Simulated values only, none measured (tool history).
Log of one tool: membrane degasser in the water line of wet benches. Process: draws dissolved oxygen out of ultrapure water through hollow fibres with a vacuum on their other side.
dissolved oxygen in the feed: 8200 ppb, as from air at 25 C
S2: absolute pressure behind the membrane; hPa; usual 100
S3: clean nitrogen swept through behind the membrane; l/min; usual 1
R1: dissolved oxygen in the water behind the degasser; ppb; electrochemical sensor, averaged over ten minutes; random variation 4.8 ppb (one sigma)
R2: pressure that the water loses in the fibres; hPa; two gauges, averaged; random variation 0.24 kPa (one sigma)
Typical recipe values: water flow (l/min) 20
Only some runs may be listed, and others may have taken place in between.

Run 1, hour 0: usual settings. Result: R1 537.2 ppb, R2 632.7 hPa.
Run 2, hour 72: usual settings but water flow (l/min) 28. Result: R1 862.7 ppb, R2 883.6 hPa.
Run 3, hour 173.5: usual settings but water flow (l/min) 28. Result: R1 866.3 ppb, R2 893.8 hPa.
Run 4, hour 228.6: usual settings but water flow (l/min) 28. Result: R1 879.3 ppb, R2 892.7 hPa.
Run 5, hour 357.2: usual settings but water flow (l/min) 28. Result: R1 867.9 ppb, R2 890.7 hPa.
Run 6, hour 455.1: usual settings but water flow (l/min) 13, S2 127 hPa. Result: R1 352.1 ppb, R2 413.1 hPa.
Run 7, hour 521.4: usual settings but water flow (l/min) 13, S2 127 hPa. Result: R1 346.3 ppb, R2 410.2 hPa.
Run 8, hour 608.9: usual settings but water flow (l/min) 21, S3 1.11 l/min. Result: R1 541 ppb, R2 669 hPa.
Run 9, hour 728.3: usual settings but water flow (l/min) 21, S3 1.11 l/min. Result: R1 542.4 ppb, R2 666.3 hPa.
Run 10, hour 784.4: usual settings but S2 95 hPa, S3 2.11 l/min. Result: R1 381 ppb, R2 633.6 hPa.

Branching from run 10: 3 alternative next runs. What would each branch give?
Run A, hour 877.8: usual settings but water flow (l/min) 26, S2 95 hPa, S3 2.11 l/min. Result: R1 ?, R2 ?.
Run B, hour 877.8: usual settings but S3 2.87 l/min. Result: R1 ?, R2 ?.
Run C, hour 877.8: usual settings but water flow (l/min) 15, S2 67 hPa. Result: R1 ?, R2 ?.

run     R1     R2
  A  614.6  830.8
  B  359.3  633.6
  C  235.1  476.2
With no hidden state in the tool, these same runs would have given:
run     R1     R2
  A  600.5  823.6
  B  349.3  628.1
  C  226.9  472.1

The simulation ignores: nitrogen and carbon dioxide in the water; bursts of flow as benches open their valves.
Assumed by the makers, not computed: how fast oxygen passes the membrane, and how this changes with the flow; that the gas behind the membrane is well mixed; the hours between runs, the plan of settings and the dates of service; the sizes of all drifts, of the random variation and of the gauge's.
